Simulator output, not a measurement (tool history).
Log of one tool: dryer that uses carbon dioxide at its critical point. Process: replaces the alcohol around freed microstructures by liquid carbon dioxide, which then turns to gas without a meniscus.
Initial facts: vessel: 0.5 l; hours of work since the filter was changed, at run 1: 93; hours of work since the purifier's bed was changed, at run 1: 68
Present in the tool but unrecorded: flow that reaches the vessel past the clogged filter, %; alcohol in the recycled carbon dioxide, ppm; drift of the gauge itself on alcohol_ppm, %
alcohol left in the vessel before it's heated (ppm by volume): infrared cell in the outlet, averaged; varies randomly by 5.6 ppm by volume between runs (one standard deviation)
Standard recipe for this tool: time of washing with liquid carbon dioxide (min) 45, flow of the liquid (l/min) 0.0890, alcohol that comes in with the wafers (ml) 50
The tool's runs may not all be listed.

| run | hour | time of washing with liquid carbon dioxide (min) | flow of the liquid (l/min) | alcohol that comes in with the wafers (ml) | hours of work since the filter was changed | hours of work since the purifier's bed was changed | alcohol left in the vessel before it's heated (ppm by volume) |
|---|---|---|---|---|---|---|---|
| 1 | 0.0 | 45 | 0.0890 | 50 | 93 | 68 | 308 |
| 2 | 27.9 | 45 | 0.0931 | 50 | 107 | 81 | 250 |
| 3 | 66.6 | 45 | 0.0890 | 50 | 126 | 100 | 360 |
| 4 | 88.0 | 45 | 0.0890 | 50 | 136 | 111 | 386 |
| 5 | 107.7 | 45 | 0.0890 | 50 | 146 | 120 | 410 |
| 6 | 135.7 | 45 | 0.0890 | 50 | 159 | 134 | 424 |
| 7 | 154.1 | 45 | 0.0702 | 50 | 168 | 143 | 1398 |
| 8 | 172.9 | 45 | 0.1463 | 45 | 178 | 152 | 53 |
| 9 | 209.9 | 37 | 0.1014 | 45 | 196 | 170 | 592 |
| 10 | 235.5 | 45 | 0.0963 | 43 | 208 | 183 | 325 |
| 11 | 258.8 | 45 | 0.0963 | 43 | 219 | 194 | 330 |
| 12 | 288.1 | 51 | 0.0589 | 51 | 234 | 208 | 2252 |
|  | 294.7 | inlet filter changed |
| 13 | 312.2 | 51 | 0.0589 | 51 | 9 | 219 | 1079 |

What differs in the tool's unlogged condition from the final listed run ahead of each entry between runs to the first listed run following it?
From run 12 to run 13: inlet filter changed (hour 294.7)
  flow that reaches the vessel past the clogged filter, %: 81.8 -> 98.8; alcohol in the recycled carbon dioxide, ppm: 70.7 -> 74.3
  measured minus no-state result, alcohol left in the vessel before it's heated (ppm by volume): +1317 -> +126

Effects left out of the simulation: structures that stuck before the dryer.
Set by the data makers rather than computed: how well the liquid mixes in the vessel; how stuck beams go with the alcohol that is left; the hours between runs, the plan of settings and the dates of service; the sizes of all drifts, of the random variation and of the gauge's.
